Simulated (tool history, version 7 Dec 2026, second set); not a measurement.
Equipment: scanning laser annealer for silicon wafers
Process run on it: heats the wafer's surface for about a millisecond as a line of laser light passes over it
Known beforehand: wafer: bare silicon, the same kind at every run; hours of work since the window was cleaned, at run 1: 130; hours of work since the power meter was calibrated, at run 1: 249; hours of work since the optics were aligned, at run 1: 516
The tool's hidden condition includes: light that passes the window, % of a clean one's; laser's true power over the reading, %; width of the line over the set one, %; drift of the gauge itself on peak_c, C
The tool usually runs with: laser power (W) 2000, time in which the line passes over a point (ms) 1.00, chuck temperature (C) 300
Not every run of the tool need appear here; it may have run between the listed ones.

| run | hour | laser power (W) | time in which the line passes over a point (ms) | chuck temperature (C) | hours of work since the window was cleaned | hours of work since the power meter was calibrated | hours of work since the optics were aligned | highest temperature of the surface (C) |
|---|---|---|---|---|---|---|---|---|
| 1 | 0.0 | 2000 | 1.00 | 300 | 130 | 249 | 516 | 1063 |
| 2 | 32.5 | 2000 | 1.00 | 300 | 154 | 272 | 539 | 1065 |
| 3 | 50.3 | 2000 | 0.80 | 300 | 167 | 285 | 552 | 991 |
| 4 | 66.2 | 2000 | 0.80 | 300 | 178 | 296 | 564 | 990 |
| 5 | 95.3 | 2000 | 1.00 | 300 | 199 | 317 | 585 | 1060 |
| 6 | 111.0 | 2000 | 1.00 | 300 | 210 | 328 | 596 | 1062 |
| 7 | 143.7 | 2000 | 1.00 | 300 | 234 | 352 | 619 | 1059 |
| 8 | 162.3 | 2000 | 1.00 | 300 | 247 | 365 | 633 | 1059 |
| 9 | 185.0 | 2000 | 0.99 | 300 | 263 | 382 | 649 | 1057 |
| 10 | 208.1 | 2000 | 0.99 | 300 | 280 | 398 | 666 | 1054 |
|  | 215.7 | optics aligned, line set to its width |
| 11 | 243.5 | 2000 | 1.00 | 300 | 302 | 420 | 20 | 1051 |
| 12 | 260.8 | 2000 | 1.00 | 300 | 314 | 433 | 32 | 1050 |
| 13 | 276.0 | 2000 | 1.00 | 300 | 325 | 444 | 43 | 1050 |
| 14 | 304.5 | 2000 | 1.00 | 300 | 346 | 464 | 64 | 1048 |
| 15 | 327.4 | 1979 | 1.00 | 300 | 362 | 481 | 80 | 1043 |
| 16 | 345.9 | 2000 | 1.00 | 300 | 376 | 494 | 94 | 1048 |
| 17 | 366.2 | 2000 | 1.00 | 300 | 390 | 509 | 108 | 1047 |
| 18 | 382.5 | 1897 | 0.86 | 326 | 402 | 520 | 120 | 991 |
|  | 397.6 | optics aligned, line set to its width, once more |
| 19 | 401.8 | 1871 | 0.76 | 300 | 412 | 531 | 3 | 931 |
| 20 | 429.4 | 1871 | 0.76 | 300 | 432 | 550 | 23 | 933 |
| 21 | 452.8 | 1871 | 0.76 | 300 | 449 | 567 | 40 | 931 |
| 22 | 480.7 | 1871 | 0.76 | 300 | 469 | 587 | 60 | 934 |
| 23 | 497.3 | 1871 | 0.76 | 300 | 481 | 599 | 72 | 932 |
| 24 | 515.1 | 2016 | 0.72 | 267 | 494 | 612 | 85 | 929 |
| 25 | 530.7 | 1957 | 0.72 | 287 | 505 | 623 | 96 | 931 |
| 26 | 557.4 | 1957 | 0.72 | 287 | 524 | 643 | 115 | 932 |
| 27 | 572.6 | 1957 | 0.91 | 287 | 535 | 654 | 126 | 997 |
| 28 | 598.0 | 1957 | 0.91 | 287 | 553 | 672 | 144 | 999 |
| 29 | 613.7 | 1957 | 0.91 | 287 | 565 | 683 | 155 | 997 |
| 30 | 632.4 | 2088 | 0.72 | 290 | 578 | 697 | 169 | 970 |
| 31 | 665.2 | 2088 | 0.72 | 290 | 602 | 720 | 193 | 970 |

Some steps in highest temperature of the surface (C) between neighbouring runs. How much of each would the tool show without its hidden state too (settings, what came in, random variation), and how much is left for the hidden state, with any gauge scatter that isn't in both results?
Run 2 -> 3: time in which the line passes over a point (ms) 1.00 -> 0.80. highest temperature of the surface (C) -74: hidden state +1, all else -75.
Run 4 -> 5: time in which the line passes over a point (ms) 0.80 -> 1.00. highest temperature of the surface (C) +70: hidden state -2, all else +72.
Run 10 -> 11: time in which the line passes over a point (ms) 0.99 -> 1.00, optics aligned, line set to its width. highest temperature of the surface (C) -3: hidden state -5, all else +2.
Run 17 -> 18: laser power (W) 2000 -> 1897, time in which the line passes over a point (ms) 1.00 -> 0.86, chuck temperature (C) 300 -> 326. highest temperature of the surface (C) -56: hidden state +3, all else -59.
Run 18 -> 19: laser power (W) 1897 -> 1871, time in which the line passes over a point (ms) 0.86 -> 0.76, chuck temperature (C) 326 -> 300, optics aligned, line set to its width, once more. highest temperature of the surface (C) -60: hidden state +14, all else -74.
Run 26 -> 27: time in which the line passes over a point (ms) 0.72 -> 0.91. highest temperature of the surface (C) +65: hidden state -2, all else +67.

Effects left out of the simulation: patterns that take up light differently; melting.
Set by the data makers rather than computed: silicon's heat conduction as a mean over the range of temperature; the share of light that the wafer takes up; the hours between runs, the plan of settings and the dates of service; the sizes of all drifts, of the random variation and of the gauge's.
